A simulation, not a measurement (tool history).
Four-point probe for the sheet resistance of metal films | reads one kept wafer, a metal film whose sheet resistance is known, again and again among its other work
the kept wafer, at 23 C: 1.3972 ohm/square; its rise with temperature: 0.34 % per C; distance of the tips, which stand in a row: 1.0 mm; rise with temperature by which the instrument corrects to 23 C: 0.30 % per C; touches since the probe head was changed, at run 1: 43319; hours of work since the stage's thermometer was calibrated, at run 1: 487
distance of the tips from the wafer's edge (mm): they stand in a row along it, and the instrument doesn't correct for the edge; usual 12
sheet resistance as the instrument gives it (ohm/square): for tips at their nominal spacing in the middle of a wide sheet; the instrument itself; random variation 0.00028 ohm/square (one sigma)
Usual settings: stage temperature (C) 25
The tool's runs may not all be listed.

run,hour,stage temperature (C),distance of the tips from the wafer's edge (mm),touches since the probe head was changed,hours of work since the stage's thermometer was calibrated,sheet resistance as the instrument gives it (ohm/square)
1,0,25,12,43319,487,1.403725
2,86.5,25,12,45187,536,1.403637
3,162.1,25,12,46819,578,1.40347
4,253.1,25,12,48782,629,1.40325
5,308.7,25,12,49982,661,1.4035
6,401,25,12,51976,713,1.403883
7,507,25,12,54264,772,1.403421
8,592.2,25,12,56103,820,1.403704
9,666.9,25,9,57716,862,1.407763
10,761.9,33,9,59767,916,1.412194
11,857.4,25,12,61830,970,1.403086
12,956,25,5,63959,1025,1.427907
13,1025.8,25,5,65465,1065,1.427584
14,1078.4,19,12,66600,1094,1.399107
15,1176.8,25,20,68724,1150,1.400006
16,1274.6,22,20,70836,1205,1.398267
# hour 1320: stage's thermometer calibrated
17,1360.6,25,14,72683,23,1.402202
18,1461.7,25,4,74865,80,1.443413
19,1542.9,25,4,76617,125,1.444192
20,1649.7,25,4,78924,186,1.443695
21,1744.3,25,11,80967,239,1.404925
22,1848.2,32,11,83209,297,1.408923
23,1911.8,21,4,84582,333,1.441104
24,1986.8,24,4,86200,375,1.442848
25,2065.4,23,4,87899,420,1.442598
26,2165.4,23,18,90057,476,1.398956
27,2240.2,23,18,91673,518,1.39951
28,2309.5,23,18,93168,557,1.399477
29,2407.7,23,18,95289,613,1.399576

3 ways to go on from here, each from the tool as it stands after run 29. What would each give?
A,2482.6,23,11,96905,655,?
B,2482.6,24,10,96905,655,?
C,2482.6,19,13,96905,655,?

run,sheet resistance as the instrument gives it (ohm/square)
A,1.402638
B,1.404966
C,1.398971
Without the tool's hidden state the same runs would have given:
run,sheet resistance as the instrument gives it (ohm/square)
A,1.402931
B,1.40526
C,1.399264
